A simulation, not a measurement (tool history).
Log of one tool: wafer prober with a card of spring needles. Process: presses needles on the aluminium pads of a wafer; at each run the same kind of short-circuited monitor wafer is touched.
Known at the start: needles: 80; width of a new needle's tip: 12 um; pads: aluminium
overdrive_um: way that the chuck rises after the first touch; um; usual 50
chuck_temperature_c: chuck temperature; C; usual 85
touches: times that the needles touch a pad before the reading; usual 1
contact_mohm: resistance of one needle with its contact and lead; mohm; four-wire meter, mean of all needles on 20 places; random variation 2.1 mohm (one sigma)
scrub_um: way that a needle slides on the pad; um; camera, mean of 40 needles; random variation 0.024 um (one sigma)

run,hour,overdrive_um,chuck_temperature_c,touches,contact_mohm,scrub_um
1,0.0,50,85,1,234,6.28
# hour 3.1: tips cleaned on abrasive film
# hour 16.4: tips cleaned on abrasive film
2,16.4,50,85,1,232,6.22
# hour 29.1: tips cleaned on abrasive film
3,32.6,50,85,2,234,6.24
# hour 42.4: tips cleaned on abrasive film
4,43.9,50,85,2,231,6.27
# hour 55.7: tips cleaned on abrasive film
5,59.5,50,85,2,232,6.24
# hour 69.0: tips cleaned on abrasive film
6,71.3,50,85,1,235,6.22
# hour 82.2: tips cleaned on abrasive film
7,89.1,45,85,1,233,5.65
# hour 95.1: tips cleaned on abrasive film
8,104.6,45,85,1,235,5.60
# hour 108.2: tips cleaned on abrasive film
9,117.3,45,85,1,230,5.60
# hour 121.7: tips cleaned on abrasive film
10,125.0,45,85,1,234,5.60
# hour 134.4: tips cleaned on abrasive film
11,142.0,45,85,1,231,5.60
# hour 147.2: tips cleaned on abrasive film
12,159.1,54,57,1,230,6.71
# hour 160.2: tips cleaned on abrasive film
13,172.0,54,57,1,225,6.71
# hour 173.3: tips cleaned on abrasive film
# hour 183.2: height of the first contact set anew
# hour 186.9: tips cleaned on abrasive film
14,187.4,54,57,1,228,6.74
15,197.6,54,57,1,224,6.72
# hour 200.3: tips cleaned on abrasive film
16,206.8,41,123,1,245,5.17
# hour 213.5: tips cleaned on abrasive film
17,217.3,59,84,1,230,7.32

Forecast each of these 5 alternatives for the next run:
# hour 227.5: tips cleaned on abrasive film
A,233.2,41,43,2,?,?
# hour 227.5: tips cleaned on abrasive film
B,233.2,32,85,1,?,?
# hour 227.5: tips cleaned on abrasive film
C,233.2,49,43,1,?,?
# hour 227.5: tips cleaned on abrasive film
D,233.2,34,84,2,?,?
# hour 227.5: tips cleaned on abrasive film
E,233.2,50,112,2,?,?

run,contact_mohm,scrub_um
A,223,5.13
B,235,4.00
C,224,6.13
D,239,4.24
E,240,6.25
Without the tool's hidden state the same runs would have given:
run,contact_mohm,scrub_um
A,223,5.13
B,235,4.00
C,223,6.13
D,239,4.24
E,240,6.25
